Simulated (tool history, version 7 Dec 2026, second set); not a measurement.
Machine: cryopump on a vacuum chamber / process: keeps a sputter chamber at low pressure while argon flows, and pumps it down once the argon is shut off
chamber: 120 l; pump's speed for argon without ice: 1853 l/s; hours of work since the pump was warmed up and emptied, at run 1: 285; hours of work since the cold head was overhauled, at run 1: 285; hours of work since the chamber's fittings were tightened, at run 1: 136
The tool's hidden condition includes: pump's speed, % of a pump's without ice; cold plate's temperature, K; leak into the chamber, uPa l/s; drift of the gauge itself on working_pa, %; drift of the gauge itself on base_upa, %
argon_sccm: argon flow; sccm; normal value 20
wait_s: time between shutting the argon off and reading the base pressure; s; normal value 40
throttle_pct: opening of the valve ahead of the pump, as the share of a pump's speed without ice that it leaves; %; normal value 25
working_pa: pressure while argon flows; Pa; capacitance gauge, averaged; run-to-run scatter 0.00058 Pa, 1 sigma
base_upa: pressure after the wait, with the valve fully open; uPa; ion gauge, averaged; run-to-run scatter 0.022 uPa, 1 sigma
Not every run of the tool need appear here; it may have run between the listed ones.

run	hour	argon_sccm	wait_s	throttle_pct	hours of work since the pump was warmed up and emptied	hours of work since the cold head was overhauled	hours of work since the chamber's fittings were tightened	working_pa	base_upa
1	0.0	20	40	25	285	285	136	0.0764	0.76
2	14.5	20	40	25	293	293	143	0.0764	0.76
3	33.4	20	40	25	303	303	154	0.0767	0.74
4	52.2	20	40	25	314	314	164	0.0772	0.78
5	71.8	20	40	25	324	324	175	0.0765	0.77
6	89.1	20	227	25	334	334	184	0.0774	0.45
7	111.2	20	227	25	346	346	196	0.0780	0.46
8	132.4	20	227	25	357	357	208	0.0779	0.48
9	144.2	20	164	30	364	364	214	0.0650	0.51
10	156.7	9	164	30	371	371	221	0.0304	0.52
11	180.5	20	76	25	384	384	234	0.0786	0.63
12	198.3	20	76	25	393	393	244	0.0771	0.65
13	210.6	12	30	23	400	400	251	0.0505	0.94
14	222.6	20	40	39	407	407	257	0.0529	0.87

Below are 3 alternative next runs, each starting from the tool's condition after run 14. Predict each:
A	234.0	9	178	26	413	413	264	?	?
B	234.0	24	161	16	413	413	264	?	?
C	234.0	20	292	39	413	413	264	?	?

run	working_pa	base_upa
A	0.0339	0.55
B	0.1439	0.51
C	0.0521	0.51
With no hidden state in the tool, these same runs would have given:
run	working_pa	base_upa
A	0.0314	0.27
B	0.1371	0.24
C	0.0466	0.23
